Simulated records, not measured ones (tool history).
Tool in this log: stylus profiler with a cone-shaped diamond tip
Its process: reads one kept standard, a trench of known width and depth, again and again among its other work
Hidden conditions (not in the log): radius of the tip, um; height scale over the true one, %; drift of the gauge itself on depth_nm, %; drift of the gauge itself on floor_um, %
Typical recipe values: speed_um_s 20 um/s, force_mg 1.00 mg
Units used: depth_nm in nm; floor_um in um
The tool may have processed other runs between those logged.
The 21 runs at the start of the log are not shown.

run,day,speed_um_s,force_mg,scans with this tip,hours of work since the height scale was calibrated,depth_nm,floor_um
22,45.471,6,2.18,4067,864,1006.80,26.51
23,47.692,18,2.06,4204,893,1006.49,26.44
24,50.688,18,2.06,4390,932,1006.50,26.49
25,53.667,29,0.58,4574,972,1003.09,26.33
26,56.592,29,0.58,4755,1010,1002.39,26.36
27,59.654,61,0.58,4944,1050,1002.94,26.12
28,61.871,31,0.58,5081,1079,1002.73,26.36
29,63.650,36,0.39,5191,1103,1002.28,26.23
30,66.529,15,0.68,5369,1140,1003.22,26.46
31,68.621,15,0.68,5498,1168,1002.92,26.46
32,71.671,20,2.51,5687,1208,1007.66,26.49
33,73.458,7,0.78,5797,1231,1003.91,26.51
34,75.917,7,0.78,5949,1264,1003.42,26.46
35,78.171,30,0.75,6089,1293,1004.06,26.38
36,80.092,23,0.39,6207,1319,1002.21,26.37
37,82.138,23,0.39,6334,1345,1002.10,26.38

Each row is a separate what-if for the run after 37, all from the same tool condition, not one after another. Results?
A,84.208,66,0.56,6462,1373,?,?
B,84.208,19,0.39,6462,1373,?,?
C,84.208,20,0.69,6462,1373,?,?
D,84.208,12,1.66,6462,1373,?,?

run,depth_nm,floor_um
A,1002.72,26.13
B,1002.28,26.39
C,1003.42,26.42
D,1006.22,26.44
Without the tool's unlogged condition, the same runs would have read:
run,depth_nm,floor_um
A,1002.61,26.14
B,1002.17,26.40
C,1003.31,26.43
D,1006.11,26.45
